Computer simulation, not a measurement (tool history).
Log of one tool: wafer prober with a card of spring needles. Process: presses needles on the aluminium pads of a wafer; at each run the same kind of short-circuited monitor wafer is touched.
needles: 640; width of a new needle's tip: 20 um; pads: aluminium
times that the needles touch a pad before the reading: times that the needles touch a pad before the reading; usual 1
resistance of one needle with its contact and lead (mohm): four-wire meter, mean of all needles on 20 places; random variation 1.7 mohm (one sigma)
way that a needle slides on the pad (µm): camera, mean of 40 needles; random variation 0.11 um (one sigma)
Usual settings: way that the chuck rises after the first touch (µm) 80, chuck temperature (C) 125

run   hour  way that the chuck rises after the first touch (µm)  chuck temperature (C)  times that the needles touch a pad before the reading  resistance of one needle with its contact and lead (mohm)  way that a needle slides on the pad (µm)
  1    0.0                                                   80                    125                                                      1                                                        189                                     14.48
       3.4  -- tips cleaned on abrasive film
       7.7  -- tips cleaned on abrasive film
  2    9.0                                                   80                    125                                                      1                                                        195                                     14.50
      12.2  -- tips cleaned on abrasive film
      16.4  -- tips cleaned on abrasive film
  3   19.8                                                   80                    125                                                      1                                                        224                                     14.51
      20.7  -- tips cleaned on abrasive film
      24.9  -- tips cleaned on abrasive film
  4   26.8                                                   80                    125                                                      1                                                        205                                     14.54
      29.3  -- tips cleaned on abrasive film
      33.5  -- tips cleaned on abrasive film
  5   33.7                                                   80                    125                                                      1                                                        185                                     14.66
      38.2  -- tips cleaned on abrasive film
      42.7  -- tips cleaned on abrasive film
  6   42.8                                                   80                    125                                                      1                                                        182                                     14.47
      47.2  -- tips cleaned on abrasive film
      51.4  -- tips cleaned on abrasive film
      55.4  -- tips cleaned on abrasive film
  7   55.4                                                   80                    125                                                      1                                                        177                                     14.37
      59.6  -- tips cleaned on abrasive film
      63.6  -- tips cleaned on abrasive film
  8   65.3                                                   68                     55                                                      1                                                        203                                     12.09
      67.8  -- tips cleaned on abrasive film
  9   70.6                                                   84                     93                                                      3                                                        181                                     15.18
      72.1  -- tips cleaned on abrasive film
      76.8  -- tips cleaned on abrasive film
 10   79.1                                                   84                     93                                                      3                                                        181                                     15.01
      81.3  -- tips cleaned on abrasive film
      86.1  -- tips cleaned on abrasive film
 11   86.2                                                   76                     37                                                      2                                                        166                                     13.60
      90.1  -- tips cleaned on abrasive film
      94.5  -- tips cleaned on abrasive film
 12   97.7                                                   82                    125                                                      2                                                        199                                     14.90
      98.8  -- tips cleaned on abrasive film
     103.4  -- tips cleaned on abrasive film
     107.7  -- tips cleaned on abrasive film
 13  107.7                                                   82                    125                                                      2                                                        172                                     14.62

Measured less the same run without the tool's hidden state. The same run-to-run variation is in both; the gauge's scatter may not be:
The hidden state here: debris on the tips, nm; way that the needles fall short of the set height, um; tips' diameter, um; drift of the gauge itself on contact_mohm, %; drift of the gauge itself on scrub_um, %.
run  resistance of one needle with its contact and lead (mohm)  way that a needle slides on the pad (µm)
  1                                                        +19                                     -0.18
  2                                                        +24                                     -0.21
  3                                                        +50                                     -0.24
  4                                                        +29                                     -0.28
  5                                                         +9                                     -0.30
  6                                                         +8                                     -0.34
  7                                                         +5                                     -0.38
  8                                                        +43                                     -0.40
  9                                                        +15                                     -0.42
 10                                                        +14                                     -0.45
 11                                                         +6                                     -0.47
 12                                                        +29                                     -0.50
 13                                                         +2                                     -0.54
